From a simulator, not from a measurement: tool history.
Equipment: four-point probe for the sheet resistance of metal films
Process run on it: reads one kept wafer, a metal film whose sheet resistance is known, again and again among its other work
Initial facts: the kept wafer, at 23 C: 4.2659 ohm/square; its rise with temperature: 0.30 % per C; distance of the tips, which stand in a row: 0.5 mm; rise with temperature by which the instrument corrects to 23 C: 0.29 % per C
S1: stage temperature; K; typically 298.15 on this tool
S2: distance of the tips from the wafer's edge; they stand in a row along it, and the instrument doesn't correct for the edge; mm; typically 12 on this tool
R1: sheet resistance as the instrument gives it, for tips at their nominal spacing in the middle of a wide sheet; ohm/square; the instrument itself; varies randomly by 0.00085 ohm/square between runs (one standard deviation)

run 1 hour=0 | S1=298.15 S2=12 | R1=4.272438
run 2 hour=10 | S1=298.15 S2=12 | R1=4.270067
run 3 hour=21.5 | S1=298.15 S2=12 | R1=4.270684
run 4 hour=31.3 | S1=298.15 S2=12 | R1=4.271039
run 5 hour=43 | S1=298.15 S2=12 | R1=4.273036
run 6 hour=56.7 | S1=298.15 S2=12 | R1=4.270897
run 7 hour=77.5 | S1=298.15 S2=12 | R1=4.270672
run 8 hour=98 | S1=298.15 S2=12 | R1=4.271917
run 9 hour=107.8 | S1=298.15 S2=12 | R1=4.270443
run 10 hour=120.3 | S1=298.15 S2=41 | R1=4.268283
run 11 hour=136.3 | S1=298.15 S2=41 | R1=4.266558
run 12 hour=155.6 | S1=298.15 S2=12 | R1=4.272354
run 13 hour=165.8 | S1=298.15 S2=12 | R1=4.272193
run 14 hour=179.1 | S1=298.15 S2=12 | R1=4.270683
run 15 hour=191.1 | S1=298.15 S2=12 | R1=4.272444
run 16 hour=204.7 | S1=298.15 S2=12 | R1=4.271222
run 17 hour=213.5 | S1=298.15 S2=12 | R1=4.271278
run 18 hour=223.4 | S1=298.15 S2=12 | R1=4.272021
run 19 hour=234.7 | S1=298.15 S2=20 | R1=4.268532
run 20 hour=252.5 | S1=298.15 S2=4 | R1=4.303955
run 21 hour=271.3 | S1=298.15 S2=19 | R1=4.268013
run 22 hour=280.8 | S1=298.15 S2=19 | R1=4.268528
run 23 hour=292.8 | S1=301.15 S2=9 | R1=4.277474
run 24 hour=303.8 | S1=302.15 S2=28 | R1=4.271398
run 25 hour=314.9 | S1=302.15 S2=7 | R1=4.281642
run 26 hour=329.4 | S1=298.15 S2=7 | R1=4.279187
run 27 hour=345.6 | S1=305.15 S2=15 | R1=4.275295
run 28 hour=366.4 | S1=292.15 S2=63 | R1=4.2643
run 29 hour=380.9 | S1=300.15 S2=4 | R1=4.302722
run 30 hour=391.4 | S1=300.15 S2=45 | R1=4.26877
run 31 hour=410.5 | S1=300.15 S2=45 | R1=4.268053
run 32 hour=429.2 | S1=302.15 S2=68 | R1=4.271117
run 33 hour=442 | S1=298.15 S2=45 | R1=4.267955
run 34 hour=459.8 | S1=297.15 S2=6 | R1=4.282268
run 35 hour=478.5 | S1=308.15 S2=12 | R1=4.278636
run 36 hour=488.6 | S1=303.15 S2=23 | R1=4.271565
run 37 hour=500.2 | S1=303.15 S2=23 | R1=4.272443
run 38 hour=519.7 | S1=305.15 S2=6 | R1=4.287507
run 39 hour=532.1 | S1=299.15 S2=21 | R1=4.268763
run 40 hour=542.6 | S1=299.15 S2=21 | R1=4.268306
run 41 hour=552.9 | S1=299.15 S2=21 | R1=4.267555
run 42 hour=565.8 | S1=298.15 S2=54 | R1=4.267609
run 43 hour=580.4 | S1=298.15 S2=54 | R1=4.267315
run 44 hour=590.8 | S1=294.15 S2=29 | R1=4.265739

Below are 5 alternative next runs, each starting from the tool's condition after run 44. Predict each:
run A hour=602.3 | S1=292.15 S2=14 | R1=?
run B hour=602.3 | S1=298.15 S2=50 | R1=?
run C hour=602.3 | S1=305.15 S2=29 | R1=?
run D hour=602.3 | S1=298.15 S2=46 | R1=?
run E hour=602.3 | S1=293.15 S2=17 | R1=?

run=A R1=4.267023
run=B R1=4.267067
run=C R1=4.272122
run=D R1=4.268316
run=E R1=4.265357
Take away the tool's hidden state, keep each run's random variation, and the runs would have read:
run=A R1=4.26692
run=B R1=4.266964
run=C R1=4.272017
run=D R1=4.268212
run=E R1=4.265254
